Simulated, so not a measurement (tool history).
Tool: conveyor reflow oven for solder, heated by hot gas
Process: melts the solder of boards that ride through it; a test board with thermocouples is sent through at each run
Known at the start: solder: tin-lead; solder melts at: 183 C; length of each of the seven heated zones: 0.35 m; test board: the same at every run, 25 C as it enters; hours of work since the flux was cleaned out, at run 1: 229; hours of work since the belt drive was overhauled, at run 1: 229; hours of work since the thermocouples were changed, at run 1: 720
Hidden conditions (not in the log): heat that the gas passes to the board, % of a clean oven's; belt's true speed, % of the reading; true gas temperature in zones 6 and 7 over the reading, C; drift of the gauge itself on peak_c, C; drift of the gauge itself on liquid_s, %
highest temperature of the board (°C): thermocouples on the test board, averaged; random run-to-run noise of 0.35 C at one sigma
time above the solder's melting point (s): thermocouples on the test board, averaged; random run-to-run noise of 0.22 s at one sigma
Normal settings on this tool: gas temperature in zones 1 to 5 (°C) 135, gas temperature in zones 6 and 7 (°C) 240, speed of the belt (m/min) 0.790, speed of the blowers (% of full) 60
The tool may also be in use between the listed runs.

run,hour,gas temperature in zones 1 to 5 (°C),gas temperature in zones 6 and 7 (°C),speed of the belt (m/min),speed of the blowers (% of full),hours of work since the flux was cleaned out,hours of work since the belt drive was overhauled,hours of work since the thermocouples were changed,highest temperature of the board (°C),time above the solder's melting point (s)
1,0.0,135,240,0.790,60,229,229,720,208.9,31.9
2,11.3,135,240,0.790,60,236,236,728,208.3,32.1
3,27.2,135,240,0.790,60,247,247,738,208.4,31.7
# hour 48.5: flux residue cleaned out of gas plates and filters
4,51.4,135,240,0.898,60,2,260,751,205.2,25.6
5,60.2,135,240,0.668,60,8,266,757,217.4,46.0
6,77.2,135,240,0.668,60,19,277,769,217.7,46.2
7,92.0,135,240,0.790,60,29,287,779,210.8,33.9
8,104.7,135,240,0.790,60,38,296,787,210.5,34.1
9,112.7,135,240,0.790,60,43,301,793,210.7,34.1
10,125.8,135,240,0.790,60,52,310,802,210.5,33.8
11,134.9,135,240,0.790,60,58,316,808,210.8,33.7
12,152.8,135,240,0.790,60,70,328,820,209.7,33.3
13,162.7,135,240,0.790,60,77,335,826,210.5,33.9
14,173.6,135,240,0.790,60,85,343,834,210.0,33.6
15,185.1,135,240,0.790,60,92,350,842,210.1,33.2
16,193.7,135,240,0.790,60,98,356,847,210.1,33.2
17,212.9,135,240,0.790,86,111,369,860,215.6,37.4
18,226.3,135,240,0.884,60,120,378,869,204.9,25.2
19,240.3,149,240,0.786,60,130,388,879,212.8,39.9
20,253.3,149,252,0.786,81,138,396,888,226.9,46.7
21,266.7,149,252,0.786,81,147,405,897,226.7,47.1
22,281.7,135,250,0.805,60,158,416,907,215.7,36.2
23,294.3,125,250,0.930,55,166,424,915,203.7,21.4
24,313.7,135,236,0.790,58,179,437,928,205.6,29.5
25,324.2,127,241,0.776,55,186,444,936,206.9,29.9
26,337.3,133,241,0.701,55,195,453,944,212.9,39.2
27,353.6,133,241,0.701,55,206,464,955,212.1,39.3
28,371.1,127,236,0.663,51,218,476,967,208.0,36.0
29,388.4,127,245,0.889,51,230,488,979,201.3,20.5
30,400.1,127,243,0.889,62,238,496,987,203.6,22.7
31,415.5,145,242,0.718,52,248,506,997,214.1,43.0

Forecast each of these 3 alternatives for the next run:
A,425.9,135,245,0.790,60,255,513,1004,?,?
B,425.9,138,242,0.718,52,255,513,1004,?,?
C,425.9,121,240,0.743,60,255,513,1004,?,?

run,highest temperature of the board (°C),time above the solder's melting point (s)
A,211.2,34.5
B,211.9,39.2
C,206.7,30.1
Had the tool no hidden state, the same runs would have come out as:
run,highest temperature of the board (°C),time above the solder's melting point (s)
A,216.2,37.6
B,216.4,42.2
C,211.7,33.9

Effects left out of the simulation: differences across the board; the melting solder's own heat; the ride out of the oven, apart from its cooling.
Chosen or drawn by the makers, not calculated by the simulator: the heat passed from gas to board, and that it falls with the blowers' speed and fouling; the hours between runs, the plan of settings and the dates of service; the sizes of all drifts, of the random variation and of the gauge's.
